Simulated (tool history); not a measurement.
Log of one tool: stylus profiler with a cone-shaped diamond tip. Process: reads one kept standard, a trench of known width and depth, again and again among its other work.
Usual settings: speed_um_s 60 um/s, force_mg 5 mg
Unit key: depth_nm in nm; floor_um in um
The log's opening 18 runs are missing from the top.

run 19 day=34.308 | speed_um_s=60 force_mg=5 | depth_nm=203.26 floor_um=28.05
run 20 day=35.975 | speed_um_s=112 force_mg=8.63 | depth_nm=204.54 floor_um=28.04
run 21 day=37.308 | speed_um_s=76 force_mg=5 | depth_nm=203.25 floor_um=28.06
run 22 day=40.017 | speed_um_s=76 force_mg=5 | depth_nm=203.17 floor_um=28.07
run 23 day=42.129 | speed_um_s=71 force_mg=7.01 | depth_nm=204 floor_um=28.08
run 24 day=43.708 | speed_um_s=234 force_mg=14.02 | depth_nm=206.44 floor_um=27.9
-- day=45.767 height scale calibrated on a step standard
run 25 day=46.225 | speed_um_s=18 force_mg=4.94 | depth_nm=203.1 floor_um=28.16
run 26 day=47.45 | speed_um_s=43 force_mg=10.63 | depth_nm=205.3 floor_um=28.2
run 27 day=49.742 | speed_um_s=214 force_mg=7.7 | depth_nm=204.32 floor_um=27.76
run 28 day=51.9 | speed_um_s=132 force_mg=13.78 | depth_nm=206.3 floor_um=28.03
run 29 day=53.8 | speed_um_s=136 force_mg=13.36 | depth_nm=206.1 floor_um=28.05
run 30 day=55.004 | speed_um_s=70 force_mg=8.41 | depth_nm=204.44 floor_um=28.09
run 31 day=56.975 | speed_um_s=60 force_mg=9.05 | depth_nm=204.79 floor_um=28.15
run 32 day=59.121 | speed_um_s=118 force_mg=9.05 | depth_nm=204.75 floor_um=27.98
run 33 day=61.433 | speed_um_s=59 force_mg=8.45 | depth_nm=204.47 floor_um=28.08
run 34 day=62.7 | speed_um_s=53 force_mg=5 | depth_nm=203.16 floor_um=28.07
run 35 day=65.029 | speed_um_s=46 force_mg=1.77 | depth_nm=201.6 floor_um=28.12

Consider 5 possible next runs. They are alternatives, not a sequence: every one starts from the tool as it was left by run 35. What does each give?
run A day=67.45 | speed_um_s=142 force_mg=2.94 | depth_nm=? floor_um=?
run B day=67.45 | speed_um_s=53 force_mg=2.22 | depth_nm=? floor_um=?
run C day=67.45 | speed_um_s=138 force_mg=3.55 | depth_nm=? floor_um=?
run D day=67.45 | speed_um_s=202 force_mg=1.74 | depth_nm=? floor_um=?
run E day=67.45 | speed_um_s=17 force_mg=1.77 | depth_nm=? floor_um=?

run=A depth_nm=202.28 floor_um=27.77
run=B depth_nm=201.84 floor_um=28.04
run=C depth_nm=202.63 floor_um=27.81
run=D depth_nm=201.48 floor_um=27.4
run=E depth_nm=201.61 floor_um=28.14
Stripped of hidden state, with their random variation kept, the same runs would have yielded:
run=A depth_nm=202.27 floor_um=27.79
run=B depth_nm=201.83 floor_um=28.06
run=C depth_nm=202.62 floor_um=27.84
run=D depth_nm=201.48 floor_um=27.43
run=E depth_nm=201.6 floor_um=28.16
